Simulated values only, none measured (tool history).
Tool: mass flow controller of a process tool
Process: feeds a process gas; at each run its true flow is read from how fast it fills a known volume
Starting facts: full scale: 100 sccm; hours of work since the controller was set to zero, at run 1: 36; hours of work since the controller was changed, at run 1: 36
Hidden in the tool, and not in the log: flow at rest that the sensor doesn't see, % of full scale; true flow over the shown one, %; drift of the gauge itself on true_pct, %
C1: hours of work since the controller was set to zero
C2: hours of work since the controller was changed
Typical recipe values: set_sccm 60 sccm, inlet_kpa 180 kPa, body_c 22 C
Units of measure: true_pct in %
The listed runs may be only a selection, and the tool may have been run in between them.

{"run": 1, "hour": 0.0, "set_sccm": 60, "inlet_kpa": 180, "body_c": 22, "C1": 36, "C2": 36, "true_pct": 99.35}
{"run": 2, "hour": 107.3, "set_sccm": 60, "inlet_kpa": 180, "body_c": 22, "C1": 81, "C2": 81, "true_pct": 99.31}
{"run": 3, "hour": 198.8, "set_sccm": 60, "inlet_kpa": 225, "body_c": 22, "C1": 119, "C2": 119, "true_pct": 99.81}
{"run": 4, "hour": 314.9, "set_sccm": 60, "inlet_kpa": 225, "body_c": 22, "C1": 168, "C2": 168, "true_pct": 99.68}
{"run": 5, "hour": 383.3, "set_sccm": 60, "inlet_kpa": 225, "body_c": 22, "C1": 196, "C2": 196, "true_pct": 99.76}
{"run": 6, "hour": 480.2, "set_sccm": 60, "inlet_kpa": 225, "body_c": 22, "C1": 237, "C2": 237, "true_pct": 99.59}
{"run": 7, "hour": 573.9, "set_sccm": 60, "inlet_kpa": 225, "body_c": 22, "C1": 276, "C2": 276, "true_pct": 99.75}
{"run": 8, "hour": 648.5, "set_sccm": 60, "inlet_kpa": 225, "body_c": 22, "C1": 307, "C2": 307, "true_pct": 99.76}
{"run": 9, "hour": 739.8, "set_sccm": 60, "inlet_kpa": 225, "body_c": 22, "C1": 345, "C2": 345, "true_pct": 99.67}
{"run": 10, "hour": 856.1, "set_sccm": 60, "inlet_kpa": 180, "body_c": 23, "C1": 393, "C2": 393, "true_pct": 99.28}
{"run": 11, "hour": 935.3, "set_sccm": 29, "inlet_kpa": 180, "body_c": 22, "C1": 426, "C2": 426, "true_pct": 98.65}
{"run": 12, "hour": 1003.2, "set_sccm": 29, "inlet_kpa": 180, "body_c": 22, "C1": 455, "C2": 455, "true_pct": 98.71}
{"run": 13, "hour": 1100.5, "set_sccm": 29, "inlet_kpa": 230, "body_c": 22, "C1": 495, "C2": 495, "true_pct": 99.11}
{"run": 14, "hour": 1214.9, "set_sccm": 33, "inlet_kpa": 230, "body_c": 22, "C1": 543, "C2": 543, "true_pct": 98.99}
{"run": 15, "hour": 1300.8, "set_sccm": 33, "inlet_kpa": 230, "body_c": 22, "C1": 579, "C2": 579, "true_pct": 99.04}
{"run": 16, "hour": 1422.1, "set_sccm": 33, "inlet_kpa": 230, "body_c": 22, "C1": 629, "C2": 629, "true_pct": 98.99}
{"run": 17, "hour": 1539.1, "set_sccm": 33, "inlet_kpa": 230, "body_c": 22, "C1": 678, "C2": 678, "true_pct": 99.16}
{"run": 18, "hour": 1589.9, "set_sccm": 14, "inlet_kpa": 180, "body_c": 22, "C1": 699, "C2": 699, "true_pct": 98.77}
{"run": 19, "hour": 1698.2, "set_sccm": 14, "inlet_kpa": 180, "body_c": 22, "C1": 744, "C2": 744, "true_pct": 98.63}
{"run": 20, "hour": 1761.0, "set_sccm": 14, "inlet_kpa": 180, "body_c": 22, "C1": 770, "C2": 770, "true_pct": 98.9}
{"run": 21, "hour": 1862.9, "set_sccm": 24, "inlet_kpa": 240, "body_c": 22, "C1": 813, "C2": 813, "true_pct": 99.04}
{"run": 22, "hour": 1972.3, "set_sccm": 24, "inlet_kpa": 240, "body_c": 22, "C1": 858, "C2": 858, "true_pct": 98.93}
{"run": 23, "hour": 2039.2, "set_sccm": 60, "inlet_kpa": 199, "body_c": 37, "C1": 886, "C2": 886, "true_pct": 97.68}
{"run": 24, "hour": 2099.4, "set_sccm": 16, "inlet_kpa": 172, "body_c": 22, "C1": 911, "C2": 911, "true_pct": 98.79}
{"run": 25, "hour": 2205.1, "set_sccm": 16, "inlet_kpa": 172, "body_c": 22, "C1": 955, "C2": 955, "true_pct": 98.82}
{"run": 26, "hour": 2289.6, "set_sccm": 16, "inlet_kpa": 172, "body_c": 22, "C1": 991, "C2": 991, "true_pct": 98.76}
{"run": 27, "hour": 2388.3, "set_sccm": 30, "inlet_kpa": 180, "body_c": 27, "C1": 1032, "C2": 1032, "true_pct": 98.23}
{"run": 28, "hour": 2495.3, "set_sccm": 30, "inlet_kpa": 180, "body_c": 27, "C1": 1076, "C2": 1076, "true_pct": 98.19}
{"run": 29, "hour": 2589.8, "set_sccm": 30, "inlet_kpa": 180, "body_c": 27, "C1": 1116, "C2": 1116, "true_pct": 98.24}
{"run": 30, "hour": 2658.6, "set_sccm": 57, "inlet_kpa": 180, "body_c": 22, "C1": 1144, "C2": 1144, "true_pct": 99.38}
{"run": 31, "hour": 2720.2, "set_sccm": 58, "inlet_kpa": 149, "body_c": 21, "C1": 1170, "C2": 1170, "true_pct": 99.31}
{"run": 32, "hour": 2818.5, "set_sccm": 11, "inlet_kpa": 148, "body_c": 20, "C1": 1211, "C2": 1211, "true_pct": 99.31}
{"run": 33, "hour": 2921.2, "set_sccm": 12, "inlet_kpa": 266, "body_c": 38, "C1": 1254, "C2": 1254, "true_pct": 97.85}
{"run": 34, "hour": 2998.5, "set_sccm": 12, "inlet_kpa": 266, "body_c": 38, "C1": 1286, "C2": 1286, "true_pct": 97.71}
{"run": 35, "hour": 3066.1, "set_sccm": 12, "inlet_kpa": 266, "body_c": 38, "C1": 1314, "C2": 1314, "true_pct": 97.83}
{"run": 36, "hour": 3170.7, "set_sccm": 71, "inlet_kpa": 266, "body_c": 24, "C1": 1358, "C2": 1358, "true_pct": 99.92}
{"run": 37, "hour": 3246.2, "set_sccm": 60, "inlet_kpa": 180, "body_c": 31, "C1": 1389, "C2": 1389, "true_pct": 98.32}
{"run": 38, "hour": 3338.9, "set_sccm": 58, "inlet_kpa": 154, "body_c": 31, "C1": 1428, "C2": 1428, "true_pct": 98.27}
{"run": 39, "hour": 3419.3, "set_sccm": 58, "inlet_kpa": 154, "body_c": 31, "C1": 1462, "C2": 1462, "true_pct": 98.02}
{"run": 40, "hour": 3526.6, "set_sccm": 30, "inlet_kpa": 177, "body_c": 38, "C1": 1506, "C2": 1506, "true_pct": 96.94}

Below are 5 alternative next runs, each starting from the tool's condition after run 40. Predict each:
{"run": "A", "hour": 3623.1, "set_sccm": 55, "inlet_kpa": 180, "body_c": 22, "C1": 1546, "C2": 1546, "true_pct": "?"}
{"run": "B", "hour": 3623.1, "set_sccm": 60, "inlet_kpa": 180, "body_c": 26, "C1": 1546, "C2": 1546, "true_pct": "?"}
{"run": "C", "hour": 3623.1, "set_sccm": 15, "inlet_kpa": 222, "body_c": 20, "C1": 1546, "C2": 1546, "true_pct": "?"}
{"run": "D", "hour": 3623.1, "set_sccm": 74, "inlet_kpa": 145, "body_c": 23, "C1": 1546, "C2": 1546, "true_pct": "?"}
{"run": "E", "hour": 3623.1, "set_sccm": 88, "inlet_kpa": 180, "body_c": 21, "C1": 1546, "C2": 1546, "true_pct": "?"}

run=A true_pct=99.30
run=B true_pct=98.94
run=C true_pct=99.58
run=D true_pct=99.35
run=E true_pct=100.06
What these runs would have given with no unlogged condition in the tool:
run=A true_pct=99.03
run=B true_pct=98.70
run=C true_pct=98.39
run=D true_pct=99.17
run=E true_pct=99.92

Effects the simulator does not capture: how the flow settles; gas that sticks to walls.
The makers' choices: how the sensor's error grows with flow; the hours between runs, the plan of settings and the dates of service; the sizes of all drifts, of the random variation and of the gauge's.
